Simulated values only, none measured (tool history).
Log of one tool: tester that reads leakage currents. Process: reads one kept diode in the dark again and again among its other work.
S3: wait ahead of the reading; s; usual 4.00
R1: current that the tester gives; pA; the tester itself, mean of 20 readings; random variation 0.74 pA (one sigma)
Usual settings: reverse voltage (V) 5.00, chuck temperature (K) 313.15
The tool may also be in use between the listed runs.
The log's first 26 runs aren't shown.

run 27 day=150.654 | reverse_voltage_(V)=1.42 chuck_temperature_(K)=298.15 S3=0.72 | R1=34.99
run 28 day=154.988 | reverse_voltage_(V)=1.42 chuck_temperature_(K)=298.15 S3=1.33 | R1=34.53
run 29 day=159.304 | reverse_voltage_(V)=1.02 chuck_temperature_(K)=326.15 S3=1.33 | R1=254.02
run 30 day=163.383 | reverse_voltage_(V)=3.31 chuck_temperature_(K)=328.15 S3=4.07 | R1=567.58
run 31 day=171.400 | reverse_voltage_(V)=1.81 chuck_temperature_(K)=313.15 S3=4.00 | R1=131.07
run 32 day=179.567 | reverse_voltage_(V)=1.81 chuck_temperature_(K)=313.15 S3=4.00 | R1=130.58
run 33 day=188.108 | reverse_voltage_(V)=5.00 chuck_temperature_(K)=313.15 S3=6.68 | R1=233.30
run 34 day=194.971 | reverse_voltage_(V)=7.18 chuck_temperature_(K)=309.15 S3=4.00 | R1=211.72
run 35 day=199.696 | reverse_voltage_(V)=5.00 chuck_temperature_(K)=310.15 S3=1.16 | R1=183.68

Forecast each of these 4 alternatives for the next run:
-- day=202.779 chuck's temperature calibrated
run A day=208.346 | reverse_voltage_(V)=3.77 chuck_temperature_(K)=299.15 S3=0.66 | R1=?
-- day=202.779 chuck's temperature calibrated
run B day=208.346 | reverse_voltage_(V)=1.22 chuck_temperature_(K)=320.15 S3=1.16 | R1=?
-- day=202.779 chuck's temperature calibrated
run C day=208.346 | reverse_voltage_(V)=2.35 chuck_temperature_(K)=305.15 S3=0.55 | R1=?
-- day=202.779 chuck's temperature calibrated
run D day=208.346 | reverse_voltage_(V)=1.13 chuck_temperature_(K)=299.15 S3=1.31 | R1=?

run=A R1=75.75
run=B R1=197.41
run=C R1=91.20
run=D R1=36.38
Without the tool's hidden state the same runs would have given:
run=A R1=67.49
run=B R1=192.66
run=C R1=85.53
run=D R1=33.75

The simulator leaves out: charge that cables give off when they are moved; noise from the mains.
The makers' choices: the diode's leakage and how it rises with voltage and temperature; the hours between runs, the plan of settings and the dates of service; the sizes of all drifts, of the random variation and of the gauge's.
